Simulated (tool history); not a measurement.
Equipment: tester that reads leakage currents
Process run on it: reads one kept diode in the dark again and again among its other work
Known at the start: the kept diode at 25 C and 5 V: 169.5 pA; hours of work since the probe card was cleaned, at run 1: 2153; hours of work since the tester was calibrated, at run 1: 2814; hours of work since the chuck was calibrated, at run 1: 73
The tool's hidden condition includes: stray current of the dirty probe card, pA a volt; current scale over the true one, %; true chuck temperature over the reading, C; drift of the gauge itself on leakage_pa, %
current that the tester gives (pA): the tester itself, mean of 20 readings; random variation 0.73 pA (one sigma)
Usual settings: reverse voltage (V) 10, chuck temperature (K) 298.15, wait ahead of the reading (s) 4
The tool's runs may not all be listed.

run     day  reverse voltage (V)  chuck temperature (K)  wait ahead of the reading (s)  hours of work since the probe card was cleaned  hours of work since the tester was calibrated  hours of work since the chuck was calibrated  current that the tester gives (pA)
  1       0                   10                 298.15                              4                                            2153                                           2814                                            73                              242.84
      2.562  -- tester calibrated
  2   4.521                   10                 324.15                              4                                            2216                                             28                                           136                              1385.8
  3   7.521                   10                 324.15                              4                                            2258                                             70                                           178                             1379.93
  4   11.45                   10                 324.15                              4                                            2314                                            125                                           233                                1389
  5  14.758                   10                 324.15                              4                                            2360                                            172                                           280                             1373.87
  6  17.492                   10                 324.15                              4                                            2399                                            211                                           319                              1386.8
  7  23.267                   10                 324.15                           1.97                                            2480                                            292                                           400                             1384.36
  8  28.967                   10                 324.15                           1.97                                            2561                                            373                                           481                             1378.75
  9  31.362                   10                 324.15                           1.97                                            2595                                            406                                           514                             1379.74
 10  36.696                 10.6                 304.15                           1.73                                            2670                                            482                                           590                              385.78
 11  40.333                 10.6                 304.15                           1.73                                            2721                                            533                                           641                               384.9
 12  45.446                 10.6                 304.15                           1.73                                            2793                                            605                                           713                              384.49
 13  49.858                  1.1                 298.15                           0.81                                            2856                                            667                                           775                               77.26
 14   52.25                  7.6                 298.15                           0.81                                            2890                                            701                                           809                               211.6

Forecast run 15:
 15  55.379                  4.7                 333.15                           0.81                                            2934                                            745                                           853                                   ?

{"run 15": {"current that the tester gives (pA)": 1590.5}}
With no hidden state in the tool, this same run would have given current that the tester gives (pA) 1591.6.

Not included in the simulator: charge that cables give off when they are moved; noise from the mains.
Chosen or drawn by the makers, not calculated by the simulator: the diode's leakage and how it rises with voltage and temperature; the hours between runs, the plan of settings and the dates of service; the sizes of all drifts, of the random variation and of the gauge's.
